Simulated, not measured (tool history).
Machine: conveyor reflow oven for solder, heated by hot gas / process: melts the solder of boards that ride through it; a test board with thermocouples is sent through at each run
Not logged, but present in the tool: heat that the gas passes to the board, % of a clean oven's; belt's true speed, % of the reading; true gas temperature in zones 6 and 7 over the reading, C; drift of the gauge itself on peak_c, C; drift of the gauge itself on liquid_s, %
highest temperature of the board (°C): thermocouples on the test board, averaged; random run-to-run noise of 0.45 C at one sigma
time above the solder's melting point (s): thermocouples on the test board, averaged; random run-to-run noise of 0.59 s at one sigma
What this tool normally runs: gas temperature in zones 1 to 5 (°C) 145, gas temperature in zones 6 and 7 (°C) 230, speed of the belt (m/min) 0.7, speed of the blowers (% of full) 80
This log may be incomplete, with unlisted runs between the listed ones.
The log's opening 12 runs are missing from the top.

| run | day | gas temperature in zones 1 to 5 (°C) | gas temperature in zones 6 and 7 (°C) | speed of the belt (m/min) | speed of the blowers (% of full) | hours of work since the flux was cleaned out | hours of work since the belt drive was overhauled | hours of work since the thermocouples were changed | highest temperature of the board (°C) | time above the solder's melting point (s) |
|---|---|---|---|---|---|---|---|---|---|---|
| 13 | 4.388 | 145 | 221 | 0.7 | 80 | 214 | 382 | 273 | 207.2 | 46.4 |
| 14 | 4.621 | 145 | 221 | 0.7 | 80 | 218 | 386 | 277 | 207.5 | 48 |
| 15 | 4.979 | 145 | 230 | 0.7 | 80 | 224 | 392 | 284 | 216 | 52.6 |
| 16 | 5.442 | 145 | 230 | 0.7 | 80 | 233 | 400 | 292 | 215.4 | 52.7 |
| 17 | 5.917 | 145 | 236 | 0.7 | 80 | 241 | 409 | 301 | 220.5 | 55.3 |
| 18 | 6.296 | 145 | 238 | 0.7 | 84 | 248 | 416 | 307 | 223.2 | 58.1 |
| 19 | 6.508 | 134 | 238 | 0.811 | 84 | 252 | 420 | 311 | 216.4 | 41.8 |
| 20 | 6.908 | 134 | 238 | 0.811 | 84 | 259 | 427 | 318 | 216.6 | 42.2 |
| 21 | 7.225 | 158 | 242 | 0.7 | 80 | 265 | 432 | 324 | 228.2 | 65 |
| 22 | 7.708 | 134 | 229 | 0.807 | 77 | 273 | 441 | 333 | 207.3 | 35.7 |
| 23 | 8.125 | 145 | 243 | 0.7 | 80 | 281 | 449 | 340 | 226.7 | 59.6 |
| 24 | 8.533 | 145 | 243 | 0.7 | 80 | 288 | 456 | 348 | 227 | 58.3 |
| 25 | 8.771 | 147 | 230 | 0.7 | 84 | 292 | 460 | 352 | 216.9 | 54.5 |
| 26 | 9.188 | 152 | 230 | 0.629 | 80 | 300 | 468 | 359 | 219.5 | 65.7 |
| 27 | 9.629 | 152 | 230 | 0.629 | 80 | 308 | 476 | 367 | 219.4 | 64.1 |
| 28 | 9.958 | 131 | 226 | 0.629 | 80 | 314 | 482 | 373 | 213.3 | 52.1 |
| 29 | 10.329 | 145 | 230 | 0.834 | 58 | 320 | 488 | 380 | 205.8 | 35.1 |
| 30 | 10.596 | 145 | 230 | 0.834 | 58 | 325 | 493 | 384 | 206 | 34.5 |
| 31 | 11.058 | 145 | 245 | 0.7 | 77 | 333 | 501 | 393 | 228.2 | 60.5 |

Forecast each of these 4 alternatives for the next run:
| A | 11.308 | 152 | 230 | 0.698 | 77 | 338 | 506 | 397 | ? | ? |
| B | 11.308 | 145 | 230 | 0.7 | 65 | 338 | 506 | 397 | ? | ? |
| C | 11.308 | 150 | 229 | 0.7 | 67 | 338 | 506 | 397 | ? | ? |
| D | 11.308 | 132 | 241 | 0.758 | 77 | 338 | 506 | 397 | ? | ? |

| run | highest temperature of the board (°C) | time above the solder's melting point (s) |
|---|---|---|
| A | 216.9 | 56.6 |
| B | 213.3 | 51 |
| C | 214.5 | 54.3 |
| D | 219.7 | 47 |
With no hidden state in the tool, these same runs would have given:
| run | highest temperature of the board (°C) | time above the solder's melting point (s) |
|---|---|---|
| A | 217 | 56.7 |
| B | 213.4 | 51.1 |
| C | 214.6 | 54.4 |
| D | 219.8 | 47.1 |

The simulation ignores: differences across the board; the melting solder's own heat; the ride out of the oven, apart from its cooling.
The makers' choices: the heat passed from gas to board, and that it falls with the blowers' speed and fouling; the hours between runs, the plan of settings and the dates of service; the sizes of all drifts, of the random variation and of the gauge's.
